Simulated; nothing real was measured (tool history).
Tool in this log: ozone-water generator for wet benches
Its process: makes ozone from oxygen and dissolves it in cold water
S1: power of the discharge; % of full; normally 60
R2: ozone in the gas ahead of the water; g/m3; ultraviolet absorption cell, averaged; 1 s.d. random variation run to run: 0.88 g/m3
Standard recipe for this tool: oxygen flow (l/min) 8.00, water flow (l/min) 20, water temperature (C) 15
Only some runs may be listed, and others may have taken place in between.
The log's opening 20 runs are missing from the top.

{"run": 21, "day": 25.15, "S1": 68, "oxygen flow (l/min)": 8.15, "water flow (l/min)": 27, "water temperature (C)": 15, "dissolved ozone (ppm)": 13.4, "R2": 151.8}
{"run": 22, "day": 26.546, "S1": 49, "oxygen flow (l/min)": 8.15, "water flow (l/min)": 13, "water temperature (C)": 15, "dissolved ozone (ppm)": 17.7, "R2": 120.4}
{"run": 23, "day": 28.096, "S1": 73, "oxygen flow (l/min)": 7.02, "water flow (l/min)": 20, "water temperature (C)": 15, "dissolved ozone (ppm)": 17.4, "R2": 169.8}
{"run": 24, "day": 29.204, "S1": 47, "oxygen flow (l/min)": 8.0, "water flow (l/min)": 27, "water temperature (C)": 15, "dissolved ozone (ppm)": 10.1, "R2": 119.1}
{"run": 25, "day": 30.746, "S1": 88, "oxygen flow (l/min)": 8.0, "water flow (l/min)": 23, "water temperature (C)": 15, "dissolved ozone (ppm)": 17.7, "R2": 178.9}
{"run": 26, "day": 31.938, "S1": 65, "oxygen flow (l/min)": 8.0, "water flow (l/min)": 20, "water temperature (C)": 15, "dissolved ozone (ppm)": 15.9, "R2": 148.8}
{"run": 27, "day": 33.642, "S1": 65, "oxygen flow (l/min)": 11.07, "water flow (l/min)": 20, "water temperature (C)": 22, "dissolved ozone (ppm)": 13.5, "R2": 128.0}
{"run": 28, "day": 35.204, "S1": 65, "oxygen flow (l/min)": 7.4, "water flow (l/min)": 13, "water temperature (C)": 22, "dissolved ozone (ppm)": 18.2, "R2": 151.7}
{"run": 29, "day": 36.104, "S1": 60, "oxygen flow (l/min)": 4.93, "water flow (l/min)": 18, "water temperature (C)": 17, "dissolved ozone (ppm)": 15.5, "R2": 177.4}
{"run": 30, "day": 37.071, "S1": 60, "oxygen flow (l/min)": 5.87, "water flow (l/min)": 16, "water temperature (C)": 17, "dissolved ozone (ppm)": 17.2, "R2": 162.6}

For run 31, what comes out?
{"run": 31, "day": 38.758, "S1": 51, "oxygen flow (l/min)": 7.24, "water flow (l/min)": 28, "water temperature (C)": 18, "dissolved ozone (ppm)": "?", "R2": "?"}

dissolved ozone (ppm): 9.9
R2: 132.6 g/m3
The same run, on a tool lacking any hidden state, would have yielded dissolved ozone (ppm) 11.3, R2 137.6 g/m3.
